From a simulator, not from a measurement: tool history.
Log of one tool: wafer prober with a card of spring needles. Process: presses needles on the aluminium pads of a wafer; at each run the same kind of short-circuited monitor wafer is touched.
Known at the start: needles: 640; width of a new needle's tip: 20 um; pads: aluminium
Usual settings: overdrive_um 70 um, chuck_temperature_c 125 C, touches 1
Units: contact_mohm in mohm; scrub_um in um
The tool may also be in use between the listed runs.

{"run": 1, "hour": 0.0, "overdrive_um": 70, "chuck_temperature_c": 125, "touches": 1, "contact_mohm": 152, "scrub_um": 14.24}
{"run": 2, "hour": 4.3, "overdrive_um": 70, "chuck_temperature_c": 125, "touches": 1, "contact_mohm": 178, "scrub_um": 14.22}
{"run": 3, "hour": 12.3, "overdrive_um": 70, "chuck_temperature_c": 125, "touches": 1, "contact_mohm": 192, "scrub_um": 14.2}
{"run": 4, "hour": 20.5, "overdrive_um": 70, "chuck_temperature_c": 125, "touches": 1, "contact_mohm": 196, "scrub_um": 14.22}
{"hour": 22.2, "done": "tips cleaned on abrasive film"}
{"run": 5, "hour": 29.0, "overdrive_um": 70, "chuck_temperature_c": 125, "touches": 1, "contact_mohm": 180, "scrub_um": 14.21}
{"run": 6, "hour": 37.9, "overdrive_um": 70, "chuck_temperature_c": 125, "touches": 1, "contact_mohm": 194, "scrub_um": 14.21}
{"hour": 44.6, "done": "tips cleaned on abrasive film"}
{"run": 7, "hour": 46.8, "overdrive_um": 70, "chuck_temperature_c": 28, "touches": 1, "contact_mohm": 155, "scrub_um": 14.21}
{"run": 8, "hour": 51.7, "overdrive_um": 70, "chuck_temperature_c": 28, "touches": 1, "contact_mohm": 173, "scrub_um": 14.2}
{"run": 9, "hour": 58.9, "overdrive_um": 70, "chuck_temperature_c": 28, "touches": 1, "contact_mohm": 186, "scrub_um": 14.21}
{"run": 10, "hour": 65.1, "overdrive_um": 70, "chuck_temperature_c": 28, "touches": 1, "contact_mohm": 189, "scrub_um": 14.18}
{"hour": 67.0, "done": "tips cleaned on abrasive film"}
{"run": 11, "hour": 70.7, "overdrive_um": 70, "chuck_temperature_c": 28, "touches": 1, "contact_mohm": 157, "scrub_um": 14.21}
{"run": 12, "hour": 78.4, "overdrive_um": 70, "chuck_temperature_c": 28, "touches": 1, "contact_mohm": 180, "scrub_um": 14.2}
{"run": 13, "hour": 84.2, "overdrive_um": 70, "chuck_temperature_c": 125, "touches": 1, "contact_mohm": 195, "scrub_um": 14.19}
{"hour": 89.7, "done": "tips cleaned on abrasive film"}
{"run": 14, "hour": 90.1, "overdrive_um": 70, "chuck_temperature_c": 125, "touches": 1, "contact_mohm": 151, "scrub_um": 14.18}
{"run": 15, "hour": 98.4, "overdrive_um": 70, "chuck_temperature_c": 125, "touches": 1, "contact_mohm": 185, "scrub_um": 14.19}
{"run": 16, "hour": 105.8, "overdrive_um": 70, "chuck_temperature_c": 107, "touches": 1, "contact_mohm": 191, "scrub_um": 14.19}
{"run": 17, "hour": 111.0, "overdrive_um": 70, "chuck_temperature_c": 107, "touches": 1, "contact_mohm": 194, "scrub_um": 14.18}
{"hour": 112.2, "done": "tips cleaned on abrasive film"}
{"run": 18, "hour": 120.5, "overdrive_um": 70, "chuck_temperature_c": 80, "touches": 1, "contact_mohm": 181, "scrub_um": 14.17}
{"run": 19, "hour": 128.7, "overdrive_um": 70, "chuck_temperature_c": 40, "touches": 1, "contact_mohm": 188, "scrub_um": 14.2}
{"hour": 134.8, "done": "tips cleaned on abrasive film"}
{"run": 20, "hour": 134.8, "overdrive_um": 70, "chuck_temperature_c": 40, "touches": 1, "contact_mohm": 136, "scrub_um": 14.18}
{"run": 21, "hour": 139.6, "overdrive_um": 87, "chuck_temperature_c": 125, "touches": 2, "contact_mohm": 153, "scrub_um": 17.66}
{"run": 22, "hour": 146.8, "overdrive_um": 87, "chuck_temperature_c": 125, "touches": 2, "contact_mohm": 159, "scrub_um": 17.65}
{"run": 23, "hour": 153.2, "overdrive_um": 70, "chuck_temperature_c": 52, "touches": 2, "contact_mohm": 167, "scrub_um": 14.18}
{"hour": 157.6, "done": "tips cleaned on abrasive film"}
{"run": 24, "hour": 163.3, "overdrive_um": 83, "chuck_temperature_c": 52, "touches": 1, "contact_mohm": 155, "scrub_um": 16.82}
{"run": 25, "hour": 173.8, "overdrive_um": 62, "chuck_temperature_c": 120, "touches": 1, "contact_mohm": 207, "scrub_um": 12.51}
{"hour": 180.1, "done": "tips cleaned on abrasive film"}
{"run": 26, "hour": 183.0, "overdrive_um": 87, "chuck_temperature_c": 125, "touches": 1, "contact_mohm": 155, "scrub_um": 17.62}
{"run": 27, "hour": 190.5, "overdrive_um": 88, "chuck_temperature_c": 39, "touches": 2, "contact_mohm": 146, "scrub_um": 17.82}
{"run": 28, "hour": 195.9, "overdrive_um": 88, "chuck_temperature_c": 39, "touches": 2, "contact_mohm": 150, "scrub_um": 17.82}
{"hour": 203.0, "done": "tips cleaned on abrasive film"}
{"run": 29, "hour": 205.5, "overdrive_um": 88, "chuck_temperature_c": 39, "touches": 2, "contact_mohm": 135, "scrub_um": 17.82}
{"run": 30, "hour": 213.1, "overdrive_um": 88, "chuck_temperature_c": 39, "touches": 2, "contact_mohm": 147, "scrub_um": 17.81}
{"run": 31, "hour": 218.6, "overdrive_um": 87, "chuck_temperature_c": 30, "touches": 2, "contact_mohm": 151, "scrub_um": 17.61}
{"run": 32, "hour": 223.5, "overdrive_um": 61, "chuck_temperature_c": 64, "touches": 3, "contact_mohm": 163, "scrub_um": 12.29}
{"hour": 225.6, "done": "tips cleaned on abrasive film"}
{"run": 33, "hour": 230.5, "overdrive_um": 82, "chuck_temperature_c": 125, "touches": 2, "contact_mohm": 156, "scrub_um": 16.58}
{"run": 34, "hour": 239.2, "overdrive_um": 82, "chuck_temperature_c": 125, "touches": 2, "contact_mohm": 165, "scrub_um": 16.57}
{"hour": 248.0, "done": "tips cleaned on abrasive film"}
{"run": 35, "hour": 248.1, "overdrive_um": 66, "chuck_temperature_c": 42, "touches": 1, "contact_mohm": 136, "scrub_um": 13.3}

Forecast each of these 4 alternatives for the next run:
{"run": "A", "hour": 256.2, "overdrive_um": 70, "chuck_temperature_c": 34, "touches": 1, "contact_mohm": "?", "scrub_um": "?"}
{"run": "B", "hour": 256.2, "overdrive_um": 66, "chuck_temperature_c": 37, "touches": 3, "contact_mohm": "?", "scrub_um": "?"}
{"run": "C", "hour": 256.2, "overdrive_um": 84, "chuck_temperature_c": 71, "touches": 3, "contact_mohm": "?", "scrub_um": "?"}
{"run": "D", "hour": 256.2, "overdrive_um": 66, "chuck_temperature_c": 103, "touches": 3, "contact_mohm": "?", "scrub_um": "?"}

run=A contact_mohm=173 scrub_um=14.12
run=B contact_mohm=150 scrub_um=13.32
run=C contact_mohm=141 scrub_um=16.98
run=D contact_mohm=158 scrub_um=13.32
Without the tool's hidden state the same runs would have given:
run=A contact_mohm=128 scrub_um=14.3
run=B contact_mohm=131 scrub_um=13.49
run=C contact_mohm=130 scrub_um=17.15
run=D contact_mohm=141 scrub_um=13.49
